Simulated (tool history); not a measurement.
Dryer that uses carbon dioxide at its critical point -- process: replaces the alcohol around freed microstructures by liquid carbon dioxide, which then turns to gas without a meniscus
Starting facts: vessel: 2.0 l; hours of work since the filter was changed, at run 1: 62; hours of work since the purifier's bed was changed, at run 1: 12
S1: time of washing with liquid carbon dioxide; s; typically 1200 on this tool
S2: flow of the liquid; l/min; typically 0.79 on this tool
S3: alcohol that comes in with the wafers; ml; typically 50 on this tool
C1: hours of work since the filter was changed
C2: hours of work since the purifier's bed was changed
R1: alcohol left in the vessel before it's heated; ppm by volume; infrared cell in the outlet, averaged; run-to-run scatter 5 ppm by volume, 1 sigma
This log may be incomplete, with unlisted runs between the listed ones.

run,day,S1,S2,S3,C1,C2,R1
1,0,1200,0.79,50,62,12,44
2,0.221,1200,0.79,50,64,15,46
3,0.533,1200,0.79,50,67,18,43
4,0.875,1200,0.79,50,71,21,43
5,1.333,1200,0.79,50,75,26,54
6,1.554,1200,0.79,50,78,29,56
7,1.825,1200,0.79,97,81,31,79
8,2.117,1200,0.79,97,84,34,81
9,2.529,1200,0.79,50,88,39,39
10,2.738,1740,0.79,50,90,41,24
11,3.004,1740,0.79,50,93,44,19
12,3.25,1200,0.59,50,95,46,209
13,3.675,780,0.59,50,100,51,1052
14,3.925,780,0.59,50,102,53,1056
15,4.258,780,0.59,50,106,57,1064
16,4.608,780,0.59,50,110,60,1130
17,5.008,780,0.59,50,114,65,1091
18,5.325,780,0.59,50,117,68,1126
19,5.808,780,0.59,50,122,73,1134
20,6.075,780,0.59,50,125,76,1129
21,6.446,840,0.615,50,129,79,801
22,6.833,840,0.615,50,133,84,808
23,7.238,1380,0.533,55,137,88,225
24,7.658,1380,0.768,25,141,92,37
25,7.988,1380,0.768,25,145,96,39
26,8.425,960,0.822,99,149,100,300
27,8.762,960,1.202,99,153,104,61
28,9.192,960,1.082,99,157,108,78
29,9.567,960,1.082,99,161,112,93
30,10.038,960,1.082,99,166,117,98
31,10.3,1860,0.852,36,169,120,41
32,10.596,1200,1.259,61,172,123,47
33,11.046,1440,0.709,76,177,127,92

Measured result minus the same run's result without the hidden state. Both carry the same run-to-run variation, though not necessarily the same gauge scatter:
The tool's hidden condition here consists of: flow that reaches the vessel past the clogged filter, %; alcohol in the recycled carbon dioxide, ppm; drift of the gauge itself on alcohol_ppm, %.
run,R1
1,+13
2,+14
3,+15
4,+17
5,+19
6,+20
7,+32
8,+34
9,+24
10,+12
11,+13
12,+72
13,+251
14,+257
15,+264
16,+289
17,+288
18,+304
19,+318
20,+323
21,+259
22,+268
23,+107
24,+29
25,+31
26,+155
27,+42
28,+60
29,+62
30,+66
31,+30
32,+32
33,+64
